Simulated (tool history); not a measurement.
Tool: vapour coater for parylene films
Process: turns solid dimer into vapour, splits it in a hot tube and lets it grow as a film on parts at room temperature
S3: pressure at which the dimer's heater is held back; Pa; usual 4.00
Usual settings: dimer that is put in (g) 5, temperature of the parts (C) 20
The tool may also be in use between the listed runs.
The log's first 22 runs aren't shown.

run 23 hour=671.1 | dimer_that_is_put_in_(g)=3 temperature_of_the_parts_(C)=17 S3=9.53 | thickness_of_the_film_(um)=0.74
run 24 hour=701.7 | dimer_that_is_put_in_(g)=3 temperature_of_the_parts_(C)=17 S3=9.53 | thickness_of_the_film_(um)=0.78
run 25 hour=725.8 | dimer_that_is_put_in_(g)=4 temperature_of_the_parts_(C)=17 S3=6.68 | thickness_of_the_film_(um)=1.03
run 26 hour=761.9 | dimer_that_is_put_in_(g)=4 temperature_of_the_parts_(C)=20 S3=11.08 | thickness_of_the_film_(um)=0.95
run 27 hour=801.1 | dimer_that_is_put_in_(g)=2 temperature_of_the_parts_(C)=16 S3=4.00 | thickness_of_the_film_(um)=0.58
run 28 hour=836.4 | dimer_that_is_put_in_(g)=5 temperature_of_the_parts_(C)=19 S3=4.00 | thickness_of_the_film_(um)=1.32
run 29 hour=866.8 | dimer_that_is_put_in_(g)=7 temperature_of_the_parts_(C)=22 S3=4.54 | thickness_of_the_film_(um)=1.73
-- hour=879.9 trap's valve overhauled
run 30 hour=905.2 | dimer_that_is_put_in_(g)=7 temperature_of_the_parts_(C)=22 S3=4.54 | thickness_of_the_film_(um)=1.89
run 31 hour=929.3 | dimer_that_is_put_in_(g)=3 temperature_of_the_parts_(C)=29 S3=4.00 | thickness_of_the_film_(um)=0.72
run 32 hour=949.0 | dimer_that_is_put_in_(g)=3 temperature_of_the_parts_(C)=29 S3=4.00 | thickness_of_the_film_(um)=0.76
run 33 hour=988.6 | dimer_that_is_put_in_(g)=3 temperature_of_the_parts_(C)=29 S3=4.00 | thickness_of_the_film_(um)=0.76
run 34 hour=1020.9 | dimer_that_is_put_in_(g)=5 temperature_of_the_parts_(C)=22 S3=5.76 | thickness_of_the_film_(um)=1.30
run 35 hour=1043.5 | dimer_that_is_put_in_(g)=4 temperature_of_the_parts_(C)=13 S3=10.65 | thickness_of_the_film_(um)=1.05
run 36 hour=1059.9 | dimer_that_is_put_in_(g)=4 temperature_of_the_parts_(C)=13 S3=4.33 | thickness_of_the_film_(um)=1.17
run 37 hour=1097.9 | dimer_that_is_put_in_(g)=5 temperature_of_the_parts_(C)=15 S3=3.15 | thickness_of_the_film_(um)=1.48
run 38 hour=1133.8 | dimer_that_is_put_in_(g)=2 temperature_of_the_parts_(C)=20 S3=4.00 | thickness_of_the_film_(um)=0.51
run 39 hour=1151.3 | dimer_that_is_put_in_(g)=2 temperature_of_the_parts_(C)=26 S3=4.68 | thickness_of_the_film_(um)=0.51

4 ways to go on from here, each from the tool as it stands after run 39. What would each give?
run A hour=1178.3 | dimer_that_is_put_in_(g)=3 temperature_of_the_parts_(C)=21 S3=6.98 | thickness_of_the_film_(um)=?
run B hour=1178.3 | dimer_that_is_put_in_(g)=5 temperature_of_the_parts_(C)=16 S3=2.53 | thickness_of_the_film_(um)=?
run C hour=1178.3 | dimer_that_is_put_in_(g)=7 temperature_of_the_parts_(C)=15 S3=4.53 | thickness_of_the_film_(um)=?
run D hour=1178.3 | dimer_that_is_put_in_(g)=4 temperature_of_the_parts_(C)=26 S3=2.66 | thickness_of_the_film_(um)=?

run=A thickness_of_the_film_(um)=0.76
run=B thickness_of_the_film_(um)=1.48
run=C thickness_of_the_film_(um)=1.94
run=D thickness_of_the_film_(um)=0.99
Without the tool's hidden state the same runs would have given:
run=A thickness_of_the_film_(um)=0.84
run=B thickness_of_the_film_(um)=1.64
run=C thickness_of_the_film_(um)=2.15
run=D thickness_of_the_film_(um)=1.10
